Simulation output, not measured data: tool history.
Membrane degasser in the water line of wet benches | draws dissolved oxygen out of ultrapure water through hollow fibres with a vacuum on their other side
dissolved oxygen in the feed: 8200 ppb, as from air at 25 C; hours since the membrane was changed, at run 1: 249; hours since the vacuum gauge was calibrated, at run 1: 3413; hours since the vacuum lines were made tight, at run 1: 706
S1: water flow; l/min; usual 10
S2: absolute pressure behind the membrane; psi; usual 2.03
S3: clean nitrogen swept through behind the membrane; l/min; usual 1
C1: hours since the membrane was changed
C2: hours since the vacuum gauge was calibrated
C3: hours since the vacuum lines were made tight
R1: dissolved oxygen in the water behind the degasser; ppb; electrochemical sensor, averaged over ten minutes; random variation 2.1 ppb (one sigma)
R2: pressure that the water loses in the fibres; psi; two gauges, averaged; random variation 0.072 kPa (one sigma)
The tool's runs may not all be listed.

run     day  S1    S2    S3    C1    C2    C3      R1     R2
  1       0  10  2.03     1   249  3413   706   373.2  3.684
  2   4.129  10  2.15     1   348  3512   805   391.2  3.693
  3   6.804  10  2.15     1   413  3576   869     387  3.694
  4   9.529  10  2.12     1   478  3642   934   378.5  3.706
  5  13.979  10  2.12     1   585  3749  1041   385.9  3.685
  6  16.712  10  2.12     1   650  3814  1107   382.5  3.703
  7  20.012  10  2.12     1   730  3894  1186     385  3.672
  8  24.158  10  2.12     1   829  3993  1286   385.6  3.683
  9  28.567  10  2.12     1   935  4099  1391   385.4  3.698
 10  32.517  10  2.12     1  1030  4194  1486   385.2  3.694
 11  35.833  10  2.12     1  1109  4273  1566   386.1  3.688
 12  38.696  10  2.12     1  1178  4342  1634   386.2  3.701
 13  40.604   8  3.28   0.6  1224  4388  1680   619.8  2.963
 14  43.975   8  3.28   0.6  1305  4469  1761   627.5  2.953
 15  47.062  12  2.03  0.57  1379  4543  1835   675.9  4.424
 16    50.3  13  2.07  0.72  1456  4620  1913   667.9  4.801
 17  53.858   9  2.18  0.72  1542  4706  1998   423.9  3.318
 18  56.825  13  3.65     1  1613  4777  2070   846.8  4.815
 19  60.783  10  4.76  0.42  1708  4872  2165  1443.2  3.697
 20  65.083  16  3.58  1.52  1811  4975  2268   861.2  5.922
 21  68.958  16  3.58  1.52  1904  5068  2361   863.3  5.897
 22  72.262  16  3.58  1.52  1984  5147  2440   875.2  5.902
 23  76.275   6  2.15  1.83  2080  5244  2536   118.7  2.226

Measured less the same run without the tool's hidden state. The same run-to-run variation is in both; the gauge's scatter may not be:
The hidden state here: membrane still open, %; true pressure behind the membrane over the reading, kPa; air that leaks in behind the membrane, l/min; drift of the gauge itself on oxygen_ppb, %; drift of the gauge itself on loss_of_pressure_kpa, %.
run     R1
  1   +0.1
  2   +0.5
  3   +0.8
  4   +1.1
  5   +1.6
  6   +1.8
  7   +2.2
  8   +2.7
  9   +3.1
 10   +3.5
 11   +3.9
 12   +4.1
 13   +6.9
 14   +7.5
 15   +8.6
 16     +9
 17   +6.2
 18  +12.8
 19  +23.2
 20  +14.8
 21  +15.7
 22  +16.7
 23   +2.5
R2: within 0.001 psi of the measured result in every run.
